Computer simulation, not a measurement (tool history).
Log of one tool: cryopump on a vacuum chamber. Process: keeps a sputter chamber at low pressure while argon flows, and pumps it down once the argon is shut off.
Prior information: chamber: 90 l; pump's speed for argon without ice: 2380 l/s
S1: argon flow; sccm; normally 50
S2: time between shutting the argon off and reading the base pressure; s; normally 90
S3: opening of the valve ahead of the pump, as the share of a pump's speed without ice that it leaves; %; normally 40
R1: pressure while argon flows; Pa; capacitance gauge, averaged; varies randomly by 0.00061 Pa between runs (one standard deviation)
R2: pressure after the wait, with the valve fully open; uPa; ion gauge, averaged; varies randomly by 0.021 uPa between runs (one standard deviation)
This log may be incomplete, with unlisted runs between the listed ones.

Run 1, hour 0: usual settings. Result: R1 0.0962 Pa, R2 1.02 uPa.
Run 2, hour 50.4: usual settings. Result: R1 0.098 Pa, R2 1.09 uPa.
At hour 68.5: pump warmed up, emptied and cooled again.
Run 3, hour 123: usual settings. Result: R1 0.0895 Pa, R2 0.98 uPa.
Run 4, hour 197.9: usual settings but S1 28 sccm. Result: R1 0.0522 Pa, R2 1.02 uPa.
Run 5, hour 255.7: usual settings but S2 156 s. Result: R1 0.0926 Pa, R2 0.88 uPa.
Run 6, hour 314.3: usual settings. Result: R1 0.093 Pa, R2 1.1 uPa.
Run 7, hour 367.5: usual settings. Result: R1 0.0937 Pa, R2 1.12 uPa.
Run 8, hour 420.3: usual settings. Result: R1 0.0956 Pa, R2 1.15 uPa.
Run 9, hour 467: usual settings but S1 69 sccm, S2 175 s. Result: R1 0.1327 Pa, R2 1.03 uPa.
Run 10, hour 533.2: usual settings but S1 24 sccm, S2 84 s, S3 33 %. Result: R1 0.0554 Pa, R2 1.26 uPa.
Run 11, hour 603.3: usual settings but S1 83 sccm, S2 67 s, S3 26 %. Result: R1 0.2409 Pa, R2 1.43 uPa.
Run 12, hour 648.6: usual settings but S1 56 sccm, S2 63 s. Result: R1 0.111 Pa, R2 1.45 uPa.
At hour 679: pump warmed up, emptied and cooled again.
Run 13, hour 716.6: usual settings but S1 56 sccm, S2 63 s. Result: R1 0.0994 Pa, R2 1.34 uPa.
Run 14, hour 765.9: usual settings but S1 56 sccm, S2 223 s, S3 27 %. Result: R1 0.1496 Pa, R2 0.96 uPa.
Run 15, hour 837.1: usual settings but S1 56 sccm, S2 185 s, S3 27 %. Result: R1 0.1501 Pa, R2 1.03 uPa.
Run 16, hour 900.4: usual settings but S1 96 sccm, S2 22 s, S3 27 %. Result: R1 0.2596 Pa, R2 2.5 uPa.

Branching from run 16: 4 alternative next runs. What would each branch give?
Run A, hour 961.3: usual settings but S1 54 sccm, S2 22 s, S3 27 %. Result: R1 ?, R2 ?.
Run B, hour 961.3: usual settings but S1 24 sccm, S2 22 s, S3 27 %. Result: R1 ?, R2 ?.
Run C, hour 961.3: usual settings but S1 96 sccm, S2 24 s, S3 42 %. Result: R1 ?, R2 ?.
Run D, hour 961.3: usual settings but S1 63 sccm, S2 22 s, S3 27 %. Result: R1 ?, R2 ?.

run      R1    R2
  A  0.1472  2.35
  B  0.0657  2.38
  C  0.1697  2.25
  D  0.1725  2.41
Take away the tool's hidden state, keep each run's random variation, and the runs would have read:
run      R1    R2
  A  0.1423  1.57
  B  0.0635  1.58
  C   0.161  1.44
  D  0.1668   1.6
